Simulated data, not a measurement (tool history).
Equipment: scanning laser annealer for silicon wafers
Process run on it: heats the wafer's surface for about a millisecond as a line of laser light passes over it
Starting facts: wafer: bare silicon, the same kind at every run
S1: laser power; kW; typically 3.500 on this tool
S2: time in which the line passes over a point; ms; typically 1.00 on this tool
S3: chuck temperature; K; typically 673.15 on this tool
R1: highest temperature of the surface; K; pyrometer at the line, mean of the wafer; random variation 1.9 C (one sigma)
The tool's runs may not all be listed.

run   hour     S1    S2      S3       R1
  1    0.0  3.500  1.00  673.15  1382.15
  2   33.7  3.500  1.00  673.15  1378.15
  3   64.2  3.500  1.00  673.15  1379.15
      93.1  -- window over the wafer cleaned
  4   93.1  3.500  1.00  673.15  1379.15
  5  109.9  3.500  1.00  673.15  1379.15
  6  136.1  3.500  1.00  673.15  1381.15
  7  160.9  3.500  1.00  634.15  1338.15
  8  192.8  3.500  1.00  663.15  1369.15
  9  217.3  3.684  1.00  663.15  1409.15
 10  241.1  3.684  1.00  663.15  1409.15
 11  258.8  3.684  1.00  663.15  1408.15
 12  281.2  3.557  1.00  673.15  1394.15
 13  308.6  3.557  1.00  673.15  1390.15
 14  340.3  3.238  1.00  663.15  1314.15
 15  368.6  3.036  0.97  669.15  1273.15
 16  393.6  3.680  0.71  665.15  1297.15
 17  427.4  3.680  0.71  665.15  1295.15
 18  463.0  3.761  0.88  642.15  1352.15
 19  489.1  3.712  1.00  673.15  1421.15
 20  521.9  3.712  1.00  673.15  1425.15
 21  554.5  3.712  1.00  673.15  1424.15
 22  581.8  3.644  1.25  664.15  1485.15
 23  612.9  3.107  1.16  683.15  1353.15

Here are 3 independent what-if runs from the current tool condition. What would each one return?
  A  636.9  3.236  1.18  683.15   ?
  B  636.9  3.823  0.71  635.15   ?
  C  636.9  3.107  1.00  683.15   ?

run       R1
  A  1386.15
  B  1291.15
  C  1307.15
Had the tool no hidden state, the same runs would have come out as:
run       R1
  A  1387.15
  B  1292.15
  C  1307.15
